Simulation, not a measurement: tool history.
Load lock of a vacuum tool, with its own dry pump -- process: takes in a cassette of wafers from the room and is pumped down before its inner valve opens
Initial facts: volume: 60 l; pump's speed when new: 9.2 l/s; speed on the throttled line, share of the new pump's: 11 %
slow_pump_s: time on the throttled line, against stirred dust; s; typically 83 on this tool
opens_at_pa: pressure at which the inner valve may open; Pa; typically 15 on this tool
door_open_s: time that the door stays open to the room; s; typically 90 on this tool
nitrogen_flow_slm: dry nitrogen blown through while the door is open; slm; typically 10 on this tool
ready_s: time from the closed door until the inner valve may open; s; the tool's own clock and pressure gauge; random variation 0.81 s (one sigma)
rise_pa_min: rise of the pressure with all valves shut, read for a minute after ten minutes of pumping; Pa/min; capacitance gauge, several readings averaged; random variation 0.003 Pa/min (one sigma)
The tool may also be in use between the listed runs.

| run | hour | slow_pump_s | opens_at_pa | door_open_s | nitrogen_flow_slm | incoming humidity of the room's air, % | ready_s | rise_pa_min |
|---|---|---|---|---|---|---|---|---|
| 1 | 0 | 83 | 15 | 90 | 10 | 45.2 | 131.1 | 0.09 |
| 2 | 42.3 | 83 | 15 | 90 | 10 | 44.2 | 130.3 | 0.082 |
| 3 | 118.9 | 83 | 15 | 90 | 5 | 45 | 131.5 | 0.093 |
| 4 | 161.8 | 83 | 15 | 90 | 5 | 45.7 | 129.9 | 0.094 |
| 5 | 200.1 | 83 | 15 | 90 | 10 | 42.3 | 131.3 | 0.082 |
| 6 | 283.3 | 83 | 15 | 90 | 10 | 47.2 | 132.6 | 0.089 |
| 7 | 342.4 | 83 | 15 | 90 | 10 | 46 | 132.5 | 0.084 |
| 8 | 408 | 83 | 15 | 90 | 10 | 42.3 | 132.6 | 0.078 |
| 9 | 446.8 | 61 | 15 | 90 | 10 | 41.6 | 111.5 | 0.082 |
| 10 | 499.1 | 61 | 15 | 90 | 10 | 46.5 | 112 | 0.087 |
| 11 | 563.8 | 61 | 15 | 90 | 10 | 45.1 | 112.6 | 0.089 |
| 12 | 627.5 | 83 | 15 | 90 | 10 | 50 | 131.1 | 0.089 |
| 13 | 669.1 | 83 | 12 | 90 | 10 | 47 | 133.1 | 0.092 |
| 14 | 757.3 | 65 | 15 | 90 | 10 | 48.1 | 116.4 | 0.095 |
| 15 | 824 | 65 | 15 | 90 | 10 | 46.5 | 115.5 | 0.096 |
| 16 | 868.2 | 65 | 15 | 90 | 10 | 45.2 | 115.3 | 0.092 |
| 17 | 908.5 | 65 | 15 | 90 | 10 | 48 | 115.6 | 0.09 |
| 18 | 959.9 | 65 | 15 | 90 | 10 | 44.6 | 116.3 | 0.09 |
| 19 | 1025.6 | 83 | 15 | 90 | 10 | 46.3 | 131.9 | 0.094 |
| 20 | 1089.6 | 84 | 22 | 26 | 10 | 47 | 130.4 | 0.065 |
| 21 | 1144 | 84 | 22 | 26 | 10 | 46.8 | 130.7 | 0.069 |
| 22 | 1234.9 | 84 | 17 | 110 | 10 | 43.6 | 132.2 | 0.102 |
| 23 | 1314.6 | 90 | 11 | 27 | 35 | 43.9 | 140.8 | 0.056 |
| 24 | 1402.1 | 83 | 15 | 59 | 10 | 41.8 | 132.6 | 0.085 |
| 25 | 1487 | 83 | 15 | 59 | 10 | 46.6 | 130.5 | 0.09 |
| 26 | 1529.7 | 56 | 15 | 96 | 10 | 45.2 | 108.7 | 0.102 |
| 27 | 1615.5 | 116 | 27 | 33 | 10 | 42.9 | 156.1 | 0.08 |
| 28 | 1659.8 | 116 | 27 | 33 | 10 | 43.9 | 156.8 | 0.078 |
| 29 | 1732.7 | 116 | 27 | 33 | 10 | 42.5 | 155.5 | 0.071 |
| 30 | 1800.8 | 155 | 14 | 233 | 17 | 46.2 | 195.3 | 0.123 |
| 31 | 1840 | 155 | 14 | 233 | 17 | 47.2 | 196.3 | 0.126 |
| 32 | 1898.4 | 155 | 17 | 177 | 18 | 44.3 | 193 | 0.109 |
| 33 | 1969 | 78 | 15 | 90 | 4 | 47.1 | 128.3 | 0.121 |
| 34 | 2038.4 | 78 | 15 | 90 | 4 | 38.8 | 127.9 | 0.11 |
| 35 | 2077.2 | 78 | 15 | 90 | 4 | 45.8 | 127.6 | 0.119 |
| 36 | 2154.5 | 62 | 15 | 55 | 10 | 42 | 113.2 | 0.094 |
| 37 | 2244.3 | 138 | 11 | 27 | 4 | 42.7 | 182.9 | 0.092 |

Predict each of these 3 candidate next runs independently; none follows another, all start after run 37:
| A | 2283.4 | 166 | 21 | 27 | 8 | 42.1 | ? | ? |
| B | 2283.4 | 138 | 14 | 81 | 19 | 47.5 | ? | ? |
| C | 2283.4 | 83 | 15 | 60 | 10 | 46.1 | ? | ? |

| run | ready_s | rise_pa_min |
|---|---|---|
| A | 205.2 | 0.081 |
| B | 180.1 | 0.097 |
| C | 132.3 | 0.104 |
Without the tool's unlogged condition, the same runs would have read:
| run | ready_s | rise_pa_min |
|---|---|---|
| A | 204.1 | 0.025 |
| B | 179 | 0.042 |
| C | 131 | 0.049 |

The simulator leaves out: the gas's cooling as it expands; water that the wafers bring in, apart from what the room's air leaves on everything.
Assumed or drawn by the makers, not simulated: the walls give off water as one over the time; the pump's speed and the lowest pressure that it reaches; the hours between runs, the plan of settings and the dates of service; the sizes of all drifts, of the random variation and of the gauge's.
